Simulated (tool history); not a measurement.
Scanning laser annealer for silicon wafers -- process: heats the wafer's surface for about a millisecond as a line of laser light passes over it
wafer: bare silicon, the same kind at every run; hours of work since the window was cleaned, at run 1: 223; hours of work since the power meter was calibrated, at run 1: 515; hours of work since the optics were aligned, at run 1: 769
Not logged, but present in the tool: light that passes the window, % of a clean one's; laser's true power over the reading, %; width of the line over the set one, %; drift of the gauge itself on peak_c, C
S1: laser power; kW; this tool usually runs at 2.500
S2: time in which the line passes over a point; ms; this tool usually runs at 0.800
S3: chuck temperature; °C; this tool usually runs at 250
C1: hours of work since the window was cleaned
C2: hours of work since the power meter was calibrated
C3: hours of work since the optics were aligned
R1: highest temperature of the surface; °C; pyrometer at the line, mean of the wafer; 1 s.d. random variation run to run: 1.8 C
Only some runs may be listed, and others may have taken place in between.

run,hour,S1,S2,S3,C1,C2,C3,R1
1,0.0,2.500,0.800,250,223,515,769,1070
2,20.4,2.500,0.800,250,237,528,782,1073
3,31.6,2.253,0.800,250,244,536,790,995
4,49.0,2.253,0.800,250,255,547,801,993
5,68.8,2.500,0.800,250,268,560,814,1070
6,83.0,2.536,0.800,250,278,569,823,1080
7,104.4,2.500,0.800,250,292,583,837,1071
8,128.9,2.500,0.800,250,308,599,853,1067
9,141.4,2.500,0.800,250,316,607,861,1073
10,161.2,2.500,0.800,250,329,620,874,1073
11,179.2,2.500,0.800,265,340,632,886,1088

For run 12, what comes out?
12,191.4,2.500,0.645,265,348,640,894,?

{"run 12": {"R1": 1006}}
The same run, on a tool lacking any hidden state, would have yielded R1 1007 °C.

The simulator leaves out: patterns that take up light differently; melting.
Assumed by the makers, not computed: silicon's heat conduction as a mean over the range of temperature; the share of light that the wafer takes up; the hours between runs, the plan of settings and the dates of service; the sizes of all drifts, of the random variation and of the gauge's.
